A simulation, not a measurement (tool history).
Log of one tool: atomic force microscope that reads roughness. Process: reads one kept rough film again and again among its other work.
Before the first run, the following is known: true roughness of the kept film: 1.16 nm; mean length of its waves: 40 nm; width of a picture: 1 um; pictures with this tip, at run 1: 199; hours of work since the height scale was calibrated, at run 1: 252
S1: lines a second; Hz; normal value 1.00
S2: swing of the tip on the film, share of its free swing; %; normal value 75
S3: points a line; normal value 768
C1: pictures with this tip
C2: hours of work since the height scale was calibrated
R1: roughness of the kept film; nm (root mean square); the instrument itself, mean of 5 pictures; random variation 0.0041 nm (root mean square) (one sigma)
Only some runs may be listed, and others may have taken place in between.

run 1 hour=0.0 | S1=1.00 S2=75 S3=768 | C1=199 C2=252 | R1=1.047
run 2 hour=55.9 | S1=1.00 S2=75 S3=786 | C1=295 C2=295 | R1=1.045
-- hour=104.6 new tip fitted
run 3 hour=106.3 | S1=1.00 S2=75 S3=374 | C1=3 C2=333 | R1=1.060
run 4 hour=167.8 | S1=1.00 S2=75 S3=374 | C1=109 C2=380 | R1=1.064
run 5 hour=197.8 | S1=1.00 S2=75 S3=374 | C1=161 C2=403 | R1=1.050
run 6 hour=237.1 | S1=1.00 S2=65 S3=768 | C1=229 C2=433 | R1=1.078
run 7 hour=273.9 | S1=1.00 S2=65 S3=768 | C1=292 C2=461 | R1=1.075
run 8 hour=319.0 | S1=1.00 S2=65 S3=768 | C1=370 C2=495 | R1=1.072
-- hour=324.5 new tip fitted
run 9 hour=349.0 | S1=1.00 S2=65 S3=768 | C1=42 C2=518 | R1=1.097
run 10 hour=393.8 | S1=1.00 S2=65 S3=768 | C1=119 C2=552 | R1=1.099
run 11 hour=454.9 | S1=0.86 S2=65 S3=768 | C1=225 C2=599 | R1=1.092
run 12 hour=518.1 | S1=0.86 S2=65 S3=768 | C1=334 C2=647 | R1=1.086
-- hour=543.6 new tip fitted
run 13 hour=559.5 | S1=0.86 S2=65 S3=768 | C1=28 C2=678 | R1=1.096
run 14 hour=622.1 | S1=0.86 S2=65 S3=768 | C1=136 C2=726 | R1=1.095
run 15 hour=684.2 | S1=1.00 S2=75 S3=768 | C1=243 C2=773 | R1=1.052
run 16 hour=712.8 | S1=1.00 S2=75 S3=768 | C1=292 C2=795 | R1=1.040
run 17 hour=746.5 | S1=1.00 S2=75 S3=303 | C1=351 C2=821 | R1=1.041
-- hour=759.7 new tip fitted
run 18 hour=809.5 | S1=1.00 S2=75 S3=303 | C1=86 C2=868 | R1=1.066
run 19 hour=837.5 | S1=1.00 S2=82 S3=487 | C1=134 C2=890 | R1=1.037
run 20 hour=887.8 | S1=1.00 S2=70 S3=311 | C1=221 C2=928 | R1=1.074
run 21 hour=950.3 | S1=0.78 S2=75 S3=1021 | C1=329 C2=976 | R1=1.068
-- hour=976.1 new tip fitted
run 22 hour=994.4 | S1=0.78 S2=75 S3=1021 | C1=31 C2=1009 | R1=1.083
run 23 hour=1044.5 | S1=1.51 S2=75 S3=361 | C1=118 C2=1047 | R1=1.032
-- hour=1080.0 height scale calibrated on a step standard
run 24 hour=1080.0 | S1=1.51 S2=75 S3=361 | C1=177 C2=0 | R1=1.008
run 25 hour=1130.4 | S1=0.61 S2=90 S3=1004 | C1=264 C2=38 | R1=1.023
run 26 hour=1185.6 | S1=1.23 S2=84 S3=371 | C1=360 C2=81 | R1=0.970
-- hour=1196.4 new tip fitted
run 27 hour=1235.8 | S1=1.23 S2=84 S3=371 | C1=68 C2=118 | R1=0.984
run 28 hour=1278.3 | S1=2.21 S2=79 S3=768 | C1=142 C2=151 | R1=0.937
run 29 hour=1343.9 | S1=2.21 S2=79 S3=768 | C1=255 C2=201 | R1=0.934
run 30 hour=1373.1 | S1=2.21 S2=72 S3=578 | C1=306 C2=223 | R1=0.974
-- hour=1413.5 new tip fitted
run 31 hour=1417.5 | S1=0.79 S2=82 S3=578 | C1=7 C2=257 | R1=1.037
run 32 hour=1471.1 | S1=2.21 S2=74 S3=578 | C1=99 C2=297 | R1=0.970
run 33 hour=1499.1 | S1=1.24 S2=89 S3=739 | C1=147 C2=319 | R1=0.963
run 34 hour=1553.9 | S1=1.17 S2=74 S3=761 | C1=242 C2=361 | R1=1.036
run 35 hour=1610.7 | S1=1.17 S2=74 S3=761 | C1=340 C2=404 | R1=1.031
-- hour=1631.4 new tip fitted
run 36 hour=1675.4 | S1=3.01 S2=62 S3=575 | C1=76 C2=453 | R1=1.026

Consider 5 possible next runs. They are alternatives, not a sequence: every one starts from the tool as it was left by run 36. What does each give?
run A hour=1717.4 | S1=3.13 S2=62 S3=313 | C1=149 C2=485 | R1=?
run B hour=1717.4 | S1=3.01 S2=80 S3=441 | C1=149 C2=485 | R1=?
run C hour=1717.4 | S1=0.86 S2=78 S3=529 | C1=149 C2=485 | R1=?
run D hour=1717.4 | S1=1.24 S2=75 S3=576 | C1=149 C2=485 | R1=?
run E hour=1717.4 | S1=3.41 S2=78 S3=351 | C1=149 C2=485 | R1=?

run=A R1=1.016
run=B R1=0.879
run=C R1=1.060
run=D R1=1.030
run=E R1=0.873
The same runs, with their run-to-run variation unchanged, on a tool lacking any hidden condition would have given:
run=A R1=1.019
run=B R1=0.881
run=C R1=1.063
run=D R1=1.033
run=E R1=0.875
